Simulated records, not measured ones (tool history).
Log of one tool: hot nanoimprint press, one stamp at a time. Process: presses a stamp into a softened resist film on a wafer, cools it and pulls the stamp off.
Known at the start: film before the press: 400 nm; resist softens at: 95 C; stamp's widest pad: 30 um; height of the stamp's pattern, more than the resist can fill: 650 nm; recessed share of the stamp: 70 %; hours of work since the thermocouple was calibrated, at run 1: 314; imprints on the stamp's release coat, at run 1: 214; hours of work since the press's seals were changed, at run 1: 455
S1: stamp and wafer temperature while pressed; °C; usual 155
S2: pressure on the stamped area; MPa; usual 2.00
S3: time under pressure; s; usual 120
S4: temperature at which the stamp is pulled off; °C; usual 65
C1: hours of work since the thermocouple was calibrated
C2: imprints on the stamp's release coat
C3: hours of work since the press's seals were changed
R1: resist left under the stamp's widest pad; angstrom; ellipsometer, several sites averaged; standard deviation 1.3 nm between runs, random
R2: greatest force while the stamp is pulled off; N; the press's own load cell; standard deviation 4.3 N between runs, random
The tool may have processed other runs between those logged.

run	hour	S1	S2	S3	S4	C1	C2	C3	R1	R2
1	0.0	155	2.00	120	65	314	214	455	2158	224
2	29.1	155	2.00	120	65	332	299	473	2158	217
3	71.9	155	2.00	120	65	358	424	499	2202	225
4	107.3	155	2.00	120	65	380	527	521	2191	225
5	143.5	155	2.00	120	55	402	633	543	2200	254
6	197.4	155	2.00	120	55	435	791	576	2204	267
7	249.9	155	2.00	120	55	467	944	608	2222	265
# hour 299.4: stamp cleaned and given a new release coat
8	300.6	155	2.00	120	65	494	4	636	2244	208
9	337.4	155	2.00	120	65	517	112	658	2265	218
# hour 355.2: plate thermocouple calibrated
10	370.6	155	2.00	105	65	9	200	677	2405	209
11	397.2	155	2.00	105	65	26	278	693	2419	221
# hour 451.2: press's hydraulic seals changed and the load cell set to zero
12	452.2	155	2.00	120	52	55	415	1	2299	260
13	476.7	155	2.00	120	65	70	487	16	2311	229
# hour 487.0: plate thermocouple calibrated, once more
14	517.8	155	2.00	120	65	19	598	39	2077	233
15	569.3	155	2.00	120	65	50	749	71	2104	227
16	623.6	155	2.00	120	65	84	907	104	2118	243
17	657.0	155	2.46	80	55	104	1005	124	2210	270
# hour 687.4: stamp cleaned and given a new release coat
18	709.8	147	1.42	155	51	133	66	153	3105	241
19	757.7	161	2.00	224	72	162	206	182	1244	199
20	785.3	161	2.00	118	57	179	287	199	1574	231
21	815.8	160	2.00	65	57	198	376	218	2068	236
22	843.6	160	2.00	65	57	215	457	235	2101	247
23	900.1	164	1.25	178	66	250	622	270	1482	229
24	949.3	155	2.00	120	67	280	766	300	2206	237
25	1001.3	155	2.00	120	67	312	918	332	2198	241
26	1029.7	155	1.54	120	65	329	1001	349	2473	242
# hour 1061.4: stamp cleaned and given a new release coat
27	1076.3	159	2.00	155	65	354	44	374	1653	218
28	1104.1	146	1.47	216	61	371	125	391	3067	221
29	1144.9	146	1.47	64	60	396	245	416	3661	233

Run by run, hidden condition taken away, random variation retained:
What the log doesn't record here: true temperature over the reading, C; pressure that arrives at the usual setting, %; grip of the stamp's worn release coat, % over a new coat's; drift of the gauge itself on residual_nm, %; drift of the gauge itself on pull_off_n, %.
run	R1	R2
1	2042	215
2	2036	206
3	2068	210
4	2049	206
5	2049	230
6	2042	236
7	2046	229
8	2057	205
9	2068	212
10	2142	199
11	2150	208
12	2061	240
13	2066	208
14	2049	213
15	2065	203
16	2066	213
17	2146	233
18	3041	238
19	1191	192
20	1504	220
21	1978	221
22	2005	229
23	1403	207
24	2077	210
25	2057	209
26	2326	207
27	1523	214
28	2911	215
29	3572	222
